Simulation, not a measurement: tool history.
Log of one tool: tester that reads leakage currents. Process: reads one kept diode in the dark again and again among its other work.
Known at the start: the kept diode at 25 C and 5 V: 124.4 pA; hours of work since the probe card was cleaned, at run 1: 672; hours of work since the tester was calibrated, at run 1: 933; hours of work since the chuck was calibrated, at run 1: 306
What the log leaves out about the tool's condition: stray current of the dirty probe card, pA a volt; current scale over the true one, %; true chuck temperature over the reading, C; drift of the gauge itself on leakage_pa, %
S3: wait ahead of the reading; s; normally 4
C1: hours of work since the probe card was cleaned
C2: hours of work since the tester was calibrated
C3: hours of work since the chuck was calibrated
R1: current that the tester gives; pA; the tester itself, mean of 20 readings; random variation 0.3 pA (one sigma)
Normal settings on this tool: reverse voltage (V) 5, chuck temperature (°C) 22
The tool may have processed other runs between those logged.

{"run": 1, "hour": 0.0, "reverse voltage (V)": 5, "chuck temperature (°C)": 22, "S3": 4, "C1": 672, "C2": 933, "C3": 306, "R1": 98.41}
{"run": 2, "hour": 32.1, "reverse voltage (V)": 5, "chuck temperature (°C)": 22, "S3": 4, "C1": 687, "C2": 948, "C3": 321, "R1": 98.75}
{"run": 3, "hour": 54.1, "reverse voltage (V)": 5, "chuck temperature (°C)": 22, "S3": 4, "C1": 698, "C2": 959, "C3": 332, "R1": 97.63}
{"run": 4, "hour": 78.7, "reverse voltage (V)": 5, "chuck temperature (°C)": 37, "S3": 4, "C1": 710, "C2": 971, "C3": 344, "R1": 309.15}
{"run": 5, "hour": 109.5, "reverse voltage (V)": 5, "chuck temperature (°C)": 37, "S3": 4, "C1": 724, "C2": 985, "C3": 358, "R1": 310.82}
{"run": 6, "hour": 156.0, "reverse voltage (V)": 1.06, "chuck temperature (°C)": 24, "S3": 4, "C1": 747, "C2": 1008, "C3": 381, "R1": 67.6}
{"run": 7, "hour": 203.1, "reverse voltage (V)": 1.06, "chuck temperature (°C)": 24, "S3": 4, "C1": 769, "C2": 1030, "C3": 403, "R1": 67.68}
{"run": 8, "hour": 233.3, "reverse voltage (V)": 1.06, "chuck temperature (°C)": 24, "S3": 4, "C1": 784, "C2": 1045, "C3": 418, "R1": 67.6}
{"run": 9, "hour": 272.3, "reverse voltage (V)": 16.2, "chuck temperature (°C)": 22, "S3": 2.43, "C1": 803, "C2": 1064, "C3": 437, "R1": 148.79}
{"run": 10, "hour": 321.2, "reverse voltage (V)": 5, "chuck temperature (°C)": 35, "S3": 3.78, "C1": 826, "C2": 1087, "C3": 460, "R1": 267.86}

Consider 4 possible next runs. They are alternatives, not a sequence: every one starts from the tool as it was left by run 10. What does each give?
{"run": "A", "hour": 360.4, "reverse voltage (V)": 15.05, "chuck temperature (°C)": 35, "S3": 3.78, "C1": 845, "C2": 1106, "C3": 479, "R1": "?"}
{"run": "B", "hour": 360.4, "reverse voltage (V)": 6.61, "chuck temperature (°C)": 22, "S3": 5.33, "C1": 845, "C2": 1106, "C3": 479, "R1": "?"}
{"run": "C", "hour": 360.4, "reverse voltage (V)": 5, "chuck temperature (°C)": 35, "S3": 2.29, "C1": 845, "C2": 1106, "C3": 479, "R1": "?"}
{"run": "D", "hour": 360.4, "reverse voltage (V)": 1.44, "chuck temperature (°C)": 32, "S3": 2.6, "C1": 845, "C2": 1106, "C3": 479, "R1": "?"}

run=A R1=391.03
run=B R1=108.44
run=C R1=268.6
run=D R1=139.34
The same runs, with their run-to-run variation unchanged, on a tool lacking any hidden condition would have given:
run=A R1=390.9
run=B R1=108.39
run=C R1=268.52
run=D R1=139.3

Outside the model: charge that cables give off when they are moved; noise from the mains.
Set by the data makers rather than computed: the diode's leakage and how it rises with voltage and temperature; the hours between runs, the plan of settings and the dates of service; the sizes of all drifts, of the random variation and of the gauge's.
